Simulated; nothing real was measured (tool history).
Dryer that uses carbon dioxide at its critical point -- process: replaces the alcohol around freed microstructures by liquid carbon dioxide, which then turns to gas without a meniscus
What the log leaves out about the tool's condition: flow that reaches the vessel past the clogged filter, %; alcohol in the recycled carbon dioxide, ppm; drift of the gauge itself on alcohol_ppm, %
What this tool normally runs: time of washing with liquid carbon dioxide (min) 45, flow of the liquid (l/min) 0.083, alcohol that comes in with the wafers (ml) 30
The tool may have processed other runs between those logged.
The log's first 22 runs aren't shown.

| run | day | time of washing with liquid carbon dioxide (min) | flow of the liquid (l/min) | alcohol that comes in with the wafers (ml) | hours of work since the filter was changed | hours of work since the purifier's bed was changed | alcohol left in the vessel before it's heated (ppm by volume) |
|---|---|---|---|---|---|---|---|
| 23 | 7.571 | 29 | 0.129 | 104 | 38 | 367 | 552 |
| 24 | 7.942 | 29 | 0.0701 | 104 | 45 | 373 | 7107 |
| 25 | 8.154 | 29 | 0.0701 | 104 | 48 | 377 | 6905 |
| 26 | 8.404 | 29 | 0.0701 | 104 | 53 | 381 | 7006 |
| 27 | 8.808 | 55 | 0.1038 | 104 | 60 | 388 | 92 |
| 28 | 9.262 | 62 | 0.1219 | 30 | 67 | 396 | 83 |
| 29 | 9.738 | 45 | 0.13 | 30 | 76 | 404 | 84 |
| 30 | 10.175 | 46 | 0.083 | 30 | 83 | 412 | 196 |
| 31 | 10.375 | 46 | 0.083 | 30 | 87 | 415 | 202 |
| 32 | 10.575 | 44 | 0.0883 | 23 | 90 | 419 | 162 |
| 33 | 10.779 | 44 | 0.0883 | 23 | 94 | 422 | 172 |
| 34 | 11.112 | 48 | 0.0574 | 23 | 99 | 428 | 527 |
| 35 | 11.533 | 52 | 0.1306 | 50 | 107 | 435 | 97 |
| 36 | 11.988 | 52 | 0.1306 | 50 | 115 | 443 | 93 |
| 37 | 12.325 | 40 | 0.0703 | 65 | 120 | 449 | 1327 |
| 38 | 12.7 | 45 | 0.083 | 30 | 127 | 456 | 227 |
| 39 | 13.042 | 36 | 0.1157 | 22 | 133 | 461 | 147 |
| 40 | 13.408 | 52 | 0.0521 | 67 | 139 | 468 | 1529 |
| 41 | 13.658 | 52 | 0.0521 | 41 | 144 | 472 | 989 |
| 42 | 13.871 | 52 | 0.0521 | 41 | 147 | 476 | 960 |

Each row is a separate what-if for the run after 42, all from the same tool condition, not one after another. Results?
| A | 14.221 | 64 | 0.1128 | 24 | 153 | 482 | ? |
| B | 14.221 | 65 | 0.0521 | 46 | 153 | 482 | ? |
| C | 14.221 | 68 | 0.0988 | 110 | 153 | 482 | ? |
| D | 14.221 | 54 | 0.0861 | 41 | 153 | 482 | ? |
| E | 14.221 | 52 | 0.0521 | 25 | 153 | 482 | ? |

| run | alcohol left in the vessel before it's heated (ppm by volume) |
|---|---|
| A | 108 |
| B | 413 |
| C | 106 |
| D | 139 |
| E | 620 |
With no hidden state in the tool, these same runs would have given:
| run | alcohol left in the vessel before it's heated (ppm by volume) |
|---|---|
| A | 16 |
| B | 283 |
| C | 11 |
| D | 39 |
| E | 474 |

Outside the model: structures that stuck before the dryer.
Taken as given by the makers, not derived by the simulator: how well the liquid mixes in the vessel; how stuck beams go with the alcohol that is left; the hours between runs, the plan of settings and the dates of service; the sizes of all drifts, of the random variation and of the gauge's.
